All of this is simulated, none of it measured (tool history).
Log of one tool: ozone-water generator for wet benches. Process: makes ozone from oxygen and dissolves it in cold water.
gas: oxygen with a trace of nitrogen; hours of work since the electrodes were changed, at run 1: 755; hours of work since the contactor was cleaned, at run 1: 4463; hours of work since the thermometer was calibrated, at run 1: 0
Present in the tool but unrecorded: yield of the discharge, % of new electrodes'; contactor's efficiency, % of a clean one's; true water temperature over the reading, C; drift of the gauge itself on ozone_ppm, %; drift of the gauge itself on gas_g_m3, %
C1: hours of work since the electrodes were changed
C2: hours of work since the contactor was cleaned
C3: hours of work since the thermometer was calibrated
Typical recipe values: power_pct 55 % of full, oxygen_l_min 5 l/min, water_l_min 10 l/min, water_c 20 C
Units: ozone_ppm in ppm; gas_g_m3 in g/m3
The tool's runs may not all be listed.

run 1 hour=0 | power_pct=55 oxygen_l_min=5 water_l_min=10 water_c=20 | C1=755 C2=4463 C3=0 | ozone_ppm=15.1 gas_g_m3=130.6
run 2 hour=45.9 | power_pct=55 oxygen_l_min=5 water_l_min=10 water_c=20 | C1=797 C2=4505 C3=42 | ozone_ppm=15 gas_g_m3=131.6
run 3 hour=141.9 | power_pct=50 oxygen_l_min=5 water_l_min=10 water_c=20 | C1=885 C2=4593 C3=130 | ozone_ppm=13.7 gas_g_m3=121.1
run 4 hour=205.8 | power_pct=50 oxygen_l_min=5 water_l_min=10 water_c=20 | C1=943 C2=4651 C3=188 | ozone_ppm=13.8 gas_g_m3=121.4
run 5 hour=270.9 | power_pct=50 oxygen_l_min=5 water_l_min=10 water_c=20 | C1=1003 C2=4711 C3=248 | ozone_ppm=13.9 gas_g_m3=120.6
run 6 hour=331.1 | power_pct=50 oxygen_l_min=5 water_l_min=10 water_c=21 | C1=1058 C2=4766 C3=303 | ozone_ppm=13.6 gas_g_m3=120.2
run 7 hour=423.9 | power_pct=55 oxygen_l_min=5 water_l_min=10 water_c=20 | C1=1143 C2=4851 C3=387 | ozone_ppm=14.6 gas_g_m3=129.1
run 8 hour=505 | power_pct=55 oxygen_l_min=5 water_l_min=10 water_c=20 | C1=1217 C2=4925 C3=462 | ozone_ppm=14.7 gas_g_m3=127.5
-- hour=519.9 contactor cleaned
run 9 hour=554.1 | power_pct=55 oxygen_l_min=5 water_l_min=10 water_c=20 | C1=1258 C2=31 C3=503 | ozone_ppm=15.3 gas_g_m3=128
run 10 hour=643.8 | power_pct=55 oxygen_l_min=6.48 water_l_min=10 water_c=20 | C1=1340 C2=113 C3=585 | ozone_ppm=15 gas_g_m3=116.8
run 11 hour=698.5 | power_pct=55 oxygen_l_min=5.09 water_l_min=10 water_c=20 | C1=1390 C2=163 C3=635 | ozone_ppm=15.4 gas_g_m3=127.2
run 12 hour=758 | power_pct=55 oxygen_l_min=5.09 water_l_min=10 water_c=20 | C1=1444 C2=218 C3=689 | ozone_ppm=15.3 gas_g_m3=126.8
run 13 hour=848.7 | power_pct=55 oxygen_l_min=5.09 water_l_min=10 water_c=20 | C1=1527 C2=300 C3=772 | ozone_ppm=15 gas_g_m3=127.6
run 14 hour=934.3 | power_pct=55 oxygen_l_min=5 water_l_min=10 water_c=20 | C1=1605 C2=379 C3=850 | ozone_ppm=15.2 gas_g_m3=128.7
run 15 hour=1002.2 | power_pct=55 oxygen_l_min=5 water_l_min=10 water_c=13 | C1=1667 C2=441 C3=912 | ozone_ppm=17.3 gas_g_m3=128.4
run 16 hour=1091.8 | power_pct=55 oxygen_l_min=5 water_l_min=10 water_c=13 | C1=1749 C2=523 C3=994 | ozone_ppm=17.2 gas_g_m3=127.5
run 17 hour=1130.9 | power_pct=55 oxygen_l_min=6.35 water_l_min=7 water_c=13 | C1=1785 C2=558 C3=1030 | ozone_ppm=22.5 gas_g_m3=114.9
run 18 hour=1213.3 | power_pct=48 oxygen_l_min=7.96 water_l_min=15 water_c=21 | C1=1860 C2=634 C3=1105 | ozone_ppm=9.4 gas_g_m3=97.2

The next listed run, before its measurement:
run 19 hour=1306.9 | power_pct=55 oxygen_l_min=7.86 water_l_min=7 water_c=20 | C1=1946 C2=719 C3=1191 | ozone_ppm=? gas_g_m3=?

Run 19 gave ozone_ppm 18.3 ppm, gas_g_m3 105.1 g/m3.
If the tool had no hidden condition, the same run with the same run-to-run variation would have returned ozone_ppm 19.3 ppm, gas_g_m3 110.1 g/m3.

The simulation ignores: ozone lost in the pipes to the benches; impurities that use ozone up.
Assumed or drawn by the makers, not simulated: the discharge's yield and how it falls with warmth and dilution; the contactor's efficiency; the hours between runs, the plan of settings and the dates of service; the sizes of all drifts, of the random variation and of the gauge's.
